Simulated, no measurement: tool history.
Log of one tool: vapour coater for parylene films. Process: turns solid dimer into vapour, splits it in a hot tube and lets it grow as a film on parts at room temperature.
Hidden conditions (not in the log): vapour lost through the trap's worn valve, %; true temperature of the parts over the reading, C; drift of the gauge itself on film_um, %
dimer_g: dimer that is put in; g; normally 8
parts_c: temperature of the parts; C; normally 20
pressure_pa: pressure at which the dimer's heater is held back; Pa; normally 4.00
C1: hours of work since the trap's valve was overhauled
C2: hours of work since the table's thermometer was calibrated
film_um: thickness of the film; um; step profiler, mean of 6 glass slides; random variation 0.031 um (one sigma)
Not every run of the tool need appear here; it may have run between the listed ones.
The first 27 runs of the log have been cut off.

{"run": 28, "hour": 681.7, "dimer_g": 3, "parts_c": 25, "pressure_pa": 7.91, "C1": 168, "C2": 899, "film_um": 0.88}
{"run": 29, "hour": 713.7, "dimer_g": 3, "parts_c": 25, "pressure_pa": 2.06, "C1": 196, "C2": 926, "film_um": 0.99}
{"run": 30, "hour": 736.2, "dimer_g": 3, "parts_c": 25, "pressure_pa": 2.06, "C1": 215, "C2": 946, "film_um": 1.04}
{"run": 31, "hour": 758.0, "dimer_g": 8, "parts_c": 26, "pressure_pa": 8.74, "C1": 233, "C2": 964, "film_um": 2.22}
{"run": 32, "hour": 788.0, "dimer_g": 8, "parts_c": 17, "pressure_pa": 2.9, "C1": 259, "C2": 990, "film_um": 2.82}
{"run": 33, "hour": 811.4, "dimer_g": 12, "parts_c": 27, "pressure_pa": 3.48, "C1": 279, "C2": 1009, "film_um": 3.46}
{"run": 34, "hour": 835.0, "dimer_g": 6, "parts_c": 27, "pressure_pa": 4.95, "C1": 299, "C2": 1029, "film_um": 1.66}
{"hour": 843.3, "done": "trap's valve overhauled"}
{"run": 35, "hour": 857.3, "dimer_g": 4, "parts_c": 20, "pressure_pa": 4.0, "C1": 12, "C2": 1045, "film_um": 1.49}
{"run": 36, "hour": 880.2, "dimer_g": 8, "parts_c": 29, "pressure_pa": 3.34, "C1": 31, "C2": 1065, "film_um": 2.52}
{"run": 37, "hour": 910.9, "dimer_g": 4, "parts_c": 15, "pressure_pa": 2.57, "C1": 57, "C2": 1091, "film_um": 1.59}
{"run": 38, "hour": 927.5, "dimer_g": 4, "parts_c": 15, "pressure_pa": 2.57, "C1": 72, "C2": 1105, "film_um": 1.62}
{"run": 39, "hour": 949.2, "dimer_g": 3, "parts_c": 18, "pressure_pa": 8.78, "C1": 90, "C2": 1123, "film_um": 1.05}
{"run": 40, "hour": 983.5, "dimer_g": 6, "parts_c": 22, "pressure_pa": 7.06, "C1": 119, "C2": 1152, "film_um": 1.98}
{"run": 41, "hour": 1013.0, "dimer_g": 9, "parts_c": 15, "pressure_pa": 4.0, "C1": 144, "C2": 1177, "film_um": 3.39}
{"run": 42, "hour": 1037.9, "dimer_g": 11, "parts_c": 23, "pressure_pa": 2.96, "C1": 165, "C2": 1199, "film_um": 3.65}
{"run": 43, "hour": 1062.5, "dimer_g": 3, "parts_c": 24, "pressure_pa": 9.85, "C1": 186, "C2": 1220, "film_um": 0.88}
{"hour": 1070.0, "done": "table's thermometer calibrated"}
{"run": 44, "hour": 1096.7, "dimer_g": 9, "parts_c": 12, "pressure_pa": 4.26, "C1": 215, "C2": 23, "film_um": 3.54}
{"run": 45, "hour": 1128.4, "dimer_g": 13, "parts_c": 31, "pressure_pa": 4.26, "C1": 241, "C2": 50, "film_um": 3.5}
{"run": 46, "hour": 1142.8, "dimer_g": 13, "parts_c": 31, "pressure_pa": 4.26, "C1": 254, "C2": 62, "film_um": 3.45}

5 options for the next run, each taken on its own from the tool as it stands now. Forecast them:
{"run": "A", "hour": 1174.4, "dimer_g": 8, "parts_c": 13, "pressure_pa": 4.0, "C1": 281, "C2": 89, "film_um": "?"}
{"run": "B", "hour": 1174.4, "dimer_g": 8, "parts_c": 20, "pressure_pa": 9.57, "C1": 281, "C2": 89, "film_um": "?"}
{"run": "C", "hour": 1174.4, "dimer_g": 13, "parts_c": 31, "pressure_pa": 3.05, "C1": 281, "C2": 89, "film_um": "?"}
{"run": "D", "hour": 1174.4, "dimer_g": 10, "parts_c": 23, "pressure_pa": 4.32, "C1": 281, "C2": 89, "film_um": "?"}
{"run": "E", "hour": 1174.4, "dimer_g": 4, "parts_c": 23, "pressure_pa": 5.99, "C1": 281, "C2": 89, "film_um": "?"}

run=A film_um=3.00
run=B film_um=2.50
run=C film_um=3.50
run=D film_um=3.09
run=E film_um=1.21
Had the tool no hidden state, the same runs would have come out as:
run=A film_um=3.47
run=B film_um=2.89
run=C film_um=4.06
run=D film_um=3.57
run=E film_um=1.40
